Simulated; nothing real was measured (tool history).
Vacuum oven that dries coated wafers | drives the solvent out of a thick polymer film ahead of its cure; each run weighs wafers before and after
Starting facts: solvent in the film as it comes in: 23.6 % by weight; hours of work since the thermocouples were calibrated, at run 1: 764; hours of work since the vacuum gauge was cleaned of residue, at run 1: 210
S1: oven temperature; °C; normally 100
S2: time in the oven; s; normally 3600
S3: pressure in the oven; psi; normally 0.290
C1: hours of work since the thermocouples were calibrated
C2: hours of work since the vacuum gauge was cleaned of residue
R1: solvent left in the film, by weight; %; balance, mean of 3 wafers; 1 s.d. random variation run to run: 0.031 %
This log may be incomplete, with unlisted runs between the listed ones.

run   hour   S1    S2     S3   C1   C2    R1
  1    0.0  100  3600  0.290  764  210  2.22
  2   11.5  100  3600  0.290  771  217  2.25
  3   24.0  100  3600  0.290  778  224  2.36
  4   36.4  100  3600  0.290  786  232  2.31
  5   44.5  100  3600  1.009  791  237  4.20
  6   57.2  100  5700  1.009  798  244  3.20
      59.5  -- vacuum gauge cleaned of residue and calibrated
  7   64.7  100  5700  1.009  802    3  3.16
  8   72.7  100  5700  1.009  807    8  3.11
  9   83.7  100  5700  1.009  813   14  3.17
 10   94.0  103  3600  0.290  819   20  1.56
      97.6  -- vacuum gauge cleaned of residue and calibrated, once more
 11  102.8  110  5760  1.081  824    3  2.11

Run 12 is up next; what results do you expect?
 12  114.6  110  5760  1.081  831  10   ?

R1: 2.14 %
Had the tool carried no hidden state, the very same run would have given R1 2.04 %.
